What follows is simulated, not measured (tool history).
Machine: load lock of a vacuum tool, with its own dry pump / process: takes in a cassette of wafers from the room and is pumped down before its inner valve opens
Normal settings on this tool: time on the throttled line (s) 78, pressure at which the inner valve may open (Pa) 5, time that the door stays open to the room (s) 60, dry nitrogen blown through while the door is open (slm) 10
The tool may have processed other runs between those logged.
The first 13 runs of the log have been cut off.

run	hour	time on the throttled line (s)	pressure at which the inner valve may open (Pa)	time that the door stays open to the room (s)	dry nitrogen blown through while the door is open (slm)	incoming humidity of the room's air, %	time from the closed door until the inner valve may open (s)	rise of the pressure with all valves shut (Pa/min)
14	3201.4	78	5	60	10	44.3	132.2	0.179
15	3414.8	78	8	60	10	46.7	129.2	0.173
16	3743.3	78	8	60	10	43.6	129.4	0.178
17	4053.8	78	5	60	10	46.1	133.7	0.187
18	4380.9	78	9	60	10	49.2	127.8	0.199
19	4689.5	78	4	110	10	45.6	135.0	0.207
20	4883.5	118	8	110	10	48.0	161.6	0.214
# hour 4935.6: dry pump taken out, an overhauled one fitted
21	5161.5	83	6	62	10	44.7	129.1	0.203
22	5450.1	72	4	194	7	44.5	123.2	0.237
23	5719.0	72	4	194	7	46.8	122.8	0.240
24	5986.5	78	6	60	10	42.8	124.7	0.210
25	6140.0	78	6	60	10	41.4	125.5	0.215
26	6419.3	78	6	60	10	47.7	125.4	0.224
27	6757.3	78	6	60	10	48.1	125.4	0.228
28	6938.5	124	7	141	37	41.8	162.0	0.217
29	7237.5	124	7	141	37	43.4	161.7	0.228
30	7462.7	78	8	75	10	42.9	123.3	0.231
31	7624.7	78	8	75	10	45.6	123.2	0.244
32	7905.7	78	8	75	10	44.6	123.9	0.240
33	8060.4	78	8	75	10	48.2	123.7	0.251
34	8334.7	78	8	75	10	49.0	124.0	0.259
35	8529.1	53	5	60	34	46.6	106.5	0.243
36	8816.7	63	5	60	10	48.3	114.8	0.264

Here are 3 independent what-if runs from the current tool condition. What would each one return?
A	9117.4	78	5	86	10	45.3	?	?
B	9117.4	78	6	60	10	47.4	?	?
C	9117.4	78	5	210	10	46.9	?	?

run	time from the closed door until the inner valve may open (s)	rise of the pressure with all valves shut (Pa/min)
A	127.4	0.269
B	126.8	0.266
C	127.3	0.293
The same runs, with their run-to-run variation unchanged, on a tool lacking any hidden condition would have given:
run	time from the closed door until the inner valve may open (s)	rise of the pressure with all valves shut (Pa/min)
A	126.3	0.055
B	125.7	0.051
C	126.2	0.080
